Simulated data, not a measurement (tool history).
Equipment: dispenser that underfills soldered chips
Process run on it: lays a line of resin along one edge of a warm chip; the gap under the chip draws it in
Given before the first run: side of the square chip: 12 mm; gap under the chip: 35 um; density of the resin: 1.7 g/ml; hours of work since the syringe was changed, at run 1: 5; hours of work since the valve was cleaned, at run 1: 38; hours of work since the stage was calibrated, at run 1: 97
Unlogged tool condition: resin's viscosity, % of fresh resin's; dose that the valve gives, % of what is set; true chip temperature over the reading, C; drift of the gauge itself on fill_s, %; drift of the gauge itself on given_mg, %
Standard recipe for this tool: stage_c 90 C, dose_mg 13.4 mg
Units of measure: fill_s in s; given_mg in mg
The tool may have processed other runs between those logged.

| run | hour | stage_c | dose_mg | hours of work since the syringe was changed | hours of work since the valve was cleaned | hours of work since the stage was calibrated | fill_s | given_mg |
|---|---|---|---|---|---|---|---|---|
| 1 | 0 | 90 | 13.4 | 5 | 38 | 97 | 355.3 | 12.97 |
| 2 | 2.1 | 89 | 13.4 | 7 | 40 | 99 | 388.7 | 12.96 |
|  | 5.2 | new syringe of resin |
| 3 | 6.1 | 89 | 13.4 | 1 | 42 | 102 | 286.7 | 12.91 |
| 4 | 11 | 89 | 12.6 | 4 | 46 | 105 | 352 | 12.12 |
| 5 | 14.4 | 90 | 13.4 | 7 | 49 | 108 | 381.5 | 12.92 |
|  | 17.5 | new syringe of resin |
| 6 | 18.1 | 104 | 13.4 | 0 | 51 | 110 | 183.1 | 12.81 |
| 7 | 20.3 | 90 | 13.8 | 2 | 53 | 112 | 296 | 13.23 |
| 8 | 24 | 90 | 13.8 | 5 | 55 | 115 | 341.4 | 13.07 |
| 9 | 28.6 | 90 | 13.4 | 8 | 59 | 118 | 407.5 | 12.76 |
|  | 30 | new syringe of resin |
| 10 | 34 | 98 | 13.4 | 3 | 63 | 122 | 244.6 | 12.75 |
| 11 | 37.6 | 91 | 13.4 | 6 | 65 | 125 | 341.7 | 12.69 |
| 12 | 41 | 91 | 13.4 | 8 | 68 | 127 | 382.2 | 12.57 |
|  | 42.5 | new syringe of resin |
| 13 | 44.9 | 91 | 13.4 | 2 | 71 | 130 | 284.8 | 12.52 |
| 14 | 48.1 | 76 | 13.4 | 4 | 73 | 132 | 489.1 | 12.62 |
| 15 | 51.8 | 90 | 13.4 | 7 | 76 | 135 | 378.6 | 12.49 |
|  | 55 | new syringe of resin |
| 16 | 55.9 | 90 | 13.4 | 1 | 79 | 138 | 277.2 | 12.45 |
| 17 | 58.8 | 97 | 13.4 | 3 | 81 | 140 | 256.3 | 12.4 |
| 18 | 63.4 | 97 | 13.4 | 6 | 84 | 143 | 306 | 12.51 |
|  | 67.1 | new syringe of resin |
| 19 | 67.2 | 84 | 12.5 | 0 | 87 | 146 | 333 | 11.56 |
| 20 | 70.4 | 90 | 17.3 | 2 | 89 | 148 | 300.4 | 15.98 |
| 21 | 75.1 | 94 | 12.1 | 6 | 93 | 152 | 338.1 | 11.1 |
|  | 79.4 | new syringe of resin |
| 22 | 80.1 | 77 | 16.5 | 0 | 96 | 155 | 400 | 15.23 |
| 23 | 83 | 89 | 15.9 | 3 | 98 | 157 | 315.5 | 14.45 |
| 24 | 86.1 | 89 | 15.9 | 5 | 100 | 160 | 353.4 | 14.57 |
| 25 | 89.5 | 89 | 15.9 | 7 | 103 | 162 | 405.5 | 14.29 |
|  | 91.8 | new syringe of resin |
| 26 | 92.1 | 104 | 13.4 | 0 | 105 | 164 | 187.1 | 12.04 |
| 27 | 95.1 | 76 | 13.4 | 3 | 107 | 166 | 461.1 | 12.22 |
| 28 | 97.4 | 90 | 13.4 | 4 | 109 | 168 | 333.3 | 11.96 |
| 29 | 99.5 | 90 | 12.2 | 6 | 110 | 169 | 378.3 | 11.05 |
| 30 | 103 | 90 | 12.2 | 8 | 113 | 172 | 425.5 | 11.01 |
|  | 104 | new syringe of resin |
| 31 | 105.5 | 98 | 14.2 | 1 | 114 | 174 | 225.9 | 12.8 |
| 32 | 109.6 | 98 | 11.5 | 4 | 117 | 177 | 277.2 | 10.29 |
| 33 | 112.3 | 98 | 11.5 | 6 | 119 | 179 | 307.5 | 10.24 |
| 34 | 114.8 | 98 | 11.5 | 8 | 121 | 181 | 335 | 10.24 |
|  | 116.4 | new syringe of resin |
|  | 120.9 | dispensing valve cleaned and set on the balance |
| 35 | 120.9 | 98 | 11.5 | 3 | 0 | 184 | 244.2 | 11.51 |
| 36 | 125.2 | 78 | 13.9 | 6 | 3 | 187 | 503 | 13.86 |

Hidden state at the last listed run before each entry between runs and at the first one after, where it differs:
Logged between run 2 and run 3: new syringe of resin (hour 5.2)
  resin's viscosity, % of fresh resin's: 143 -> 103.2; dose that the valve gives, % of what is set: 96.7 -> 96.44; true chip temperature over the reading, C: 0.46 -> 0.47
  what was measured, less what the result would be without the hidden state, fill_s: +114.6 -> +6.6 s; given_mg: -0.45 -> -0.48 mg
Logged between run 5 and run 6: new syringe of resin (hour 17.5)
  resin's viscosity, % of fresh resin's: 142.1 -> 102.2; dose that the valve gives, % of what is set: 95.86 -> 95.64
  what was measured, less what the result would be without the hidden state, fill_s: +111 -> +2.7 s; given_mg: -0.56 -> -0.59 mg
Logged between run 9 and run 10: new syringe of resin (hour 30)
  resin's viscosity, % of fresh resin's: 153 -> 114.8; dose that the valve gives, % of what is set: 94.9 -> 94.53; true chip temperature over the reading, C: 0.52 -> 0.53
  what was measured, less what the result would be without the hidden state, fill_s: +139.2 -> +30.2 s; given_mg: -0.68 -> -0.74 mg
Logged between run 12 and run 13: new syringe of resin (hour 42.5)
  resin's viscosity, % of fresh resin's: 149.8 -> 109; dose that the valve gives, % of what is set: 94.07 -> 93.81; true chip temperature over the reading, C: 0.54 -> 0.55
  what was measured, less what the result would be without the hidden state, fill_s: +125.4 -> +22 s; given_mg: -0.79 -> -0.82 mg
Logged between run 15 and run 16: new syringe of resin (hour 55)
  resin's viscosity, % of fresh resin's: 142.1 -> 104.1; dose that the valve gives, % of what is set: 93.34 -> 93.1; true chip temperature over the reading, C: 0.56 -> 0.57
  what was measured, less what the result would be without the hidden state, fill_s: +110.7 -> +9.6 s; given_mg: -0.9 -> -0.92 mg
Logged between run 18 and run 19: new syringe of resin (hour 67.1)
  resin's viscosity, % of fresh resin's: 138.7 -> 102; dose that the valve gives, % of what is set: 92.61 -> 92.36; true chip temperature over the reading, C: 0.59 -> 0.6
  what was measured, less what the result would be without the hidden state, fill_s: +84.6 -> +6.3 s; given_mg: -0.99 -> -0.95 mg
Logged between run 21 and run 22: new syringe of resin (hour 79.4)
  resin's viscosity, % of fresh resin's: 138.2 -> 104.5; dose that the valve gives, % of what is set: 91.82 -> 91.5; true chip temperature over the reading, C: 0.61 -> 0.62
  what was measured, less what the result would be without the hidden state, fill_s: +94.6 -> +11.7 s; given_mg: -1 -> -1.41 mg
Logged between run 25 and run 26: new syringe of resin (hour 91.8)
  resin's viscosity, % of fresh resin's: 150.6 -> 101.7; dose that the valve gives, % of what is set: 90.84 -> 90.68; true chip temperature over the reading, C: 0.64 -> 0.65
  what was measured, less what the result would be without the hidden state, fill_s: +133 -> +2.9 s; given_mg: -1.45 -> -1.24 mg
Logged between run 30 and run 31: new syringe of resin (hour 104)
  resin's viscosity, % of fresh resin's: 154.8 -> 105.4; dose that the valve gives, % of what is set: 89.97 -> 89.83; true chip temperature over the reading, C: 0.67 -> 0.68
  what was measured, less what the result would be without the hidden state, fill_s: +152.8 -> +10.4 s; given_mg: -1.23 -> -1.44 mg
Logged between run 34 and run 35: new syringe of resin (hour 116.4); dispensing valve cleaned and set on the balance (hour 120.9)
  resin's viscosity, % of fresh resin's: 150.9 -> 113.3; dose that the valve gives, % of what is set: 89.19 -> 100.21; true chip temperature over the reading, C: 0.7 -> 0.71
  what was measured, less what the result would be without the hidden state, fill_s: +117 -> +24.3 s; given_mg: -1.24 -> +0.02 mg
